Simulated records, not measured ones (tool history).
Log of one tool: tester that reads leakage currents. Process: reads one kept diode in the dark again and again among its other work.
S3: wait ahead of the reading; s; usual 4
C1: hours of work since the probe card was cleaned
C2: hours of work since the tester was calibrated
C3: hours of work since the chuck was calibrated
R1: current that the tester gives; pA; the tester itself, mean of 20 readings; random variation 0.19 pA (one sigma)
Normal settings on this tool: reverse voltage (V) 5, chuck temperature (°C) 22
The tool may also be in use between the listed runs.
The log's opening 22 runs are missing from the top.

Run 23, hour 548.2: usual settings but reverse voltage (V) 1.2, chuck temperature (°C) 57, S3 3.32 s; C1 51; C2 485; C3 1254. Result: R1 570.8 pA.
Run 24, hour 570.7: usual settings but reverse voltage (V) 3.85; C1 63; C2 497; C3 1266. Result: R1 46.39 pA.
Run 25, hour 596.3: usual settings but reverse voltage (V) 3.85; C1 77; C2 511; C3 1280. Result: R1 46.4 pA.
Run 26, hour 620.2: usual settings but reverse voltage (V) 3.85; C1 90; C2 524; C3 1293. Result: R1 46.47 pA.
Run 27, hour 652.2: usual settings but S3 1.36 s; C1 107; C2 541; C3 1310. Result: R1 53.37 pA.
Run 28, hour 679.2: usual settings but S3 1.36 s; C1 121; C2 555; C3 1324. Result: R1 52.4 pA.
Run 29, hour 698: usual settings but reverse voltage (V) 17.23; C1 131; C2 565; C3 1334. Result: R1 96.41 pA.
Run 30, hour 723.1: usual settings but S3 4.14 s; C1 145; C2 579; C3 1348. Result: R1 52.22 pA.
Run 31, hour 751.2: usual settings but reverse voltage (V) 13.89, S3 0.94 s; C1 160; C2 594; C3 1363. Result: R1 87.11 pA.
Run 32, hour 776.4: usual settings but chuck temperature (°C) 23; C1 173; C2 607; C3 1376. Result: R1 57.62 pA.
Run 33, hour 791.5: usual settings but chuck temperature (°C) 36, S3 4.86 s; C1 181; C2 615; C3 1384. Result: R1 194.58 pA.
Run 34, hour 805.7: usual settings but chuck temperature (°C) 36, S3 4.86 s; C1 189; C2 623; C3 1392. Result: R1 193.92 pA.
Run 35, hour 839.5: usual settings but reverse voltage (V) 1.83, chuck temperature (°C) 25, S3 8.15 s; C1 207; C2 641; C3 1410. Result: R1 42.85 pA.
Run 36, hour 858.1: usual settings but reverse voltage (V) 1.83, chuck temperature (°C) 25, S3 0.34 s; C1 217; C2 651; C3 1420. Result: R1 43.31 pA.
Run 37, hour 877.8: usual settings but reverse voltage (V) 10.49, chuck temperature (°C) 27, S3 0.34 s; C1 227; C2 662; C3 1430. Result: R1 124.15 pA.
Run 38, hour 904.1: usual settings but reverse voltage (V) 6.34, chuck temperature (°C) 29, S3 7.93 s; C1 241; C2 676; C3 1444. Result: R1 114.56 pA.
Run 39, hour 923.3: usual settings but reverse voltage (V) 6.34, chuck temperature (°C) 29, S3 7.93 s; C1 252; C2 686; C3 1455. Result: R1 114.25 pA.

Forecast each of these 5 alternatives for the next run:
Run A, hour 954.2: usual settings but reverse voltage (V) 14.4, chuck temperature (°C) 20, S3 2.07 s; C1 268; C2 702; C3 1471. Result: R1 ?.
Run B, hour 954.2: usual settings but S3 7.55 s; C1 268; C2 702; C3 1471. Result: R1 ?.
Run C, hour 954.2: usual settings but reverse voltage (V) 6.34, chuck temperature (°C) 60, S3 7.93 s; C1 268; C2 702; C3 1471. Result: R1 ?.
Run D, hour 954.2: usual settings but reverse voltage (V) 5.49; C1 268; C2 702; C3 1471. Result: R1 ?.
Run E, hour 954.2: usual settings but S3 0.35 s; C1 268; C2 702; C3 1471. Result: R1 ?.

run       R1
  A    72.55
  B    51.71
  C  1588.71
  D     54.3
  E    53.26
Without the tool's unlogged condition, the same runs would have read:
run       R1
  A    84.81
  B    60.93
  C  1818.97
  D    63.95
  E    62.51

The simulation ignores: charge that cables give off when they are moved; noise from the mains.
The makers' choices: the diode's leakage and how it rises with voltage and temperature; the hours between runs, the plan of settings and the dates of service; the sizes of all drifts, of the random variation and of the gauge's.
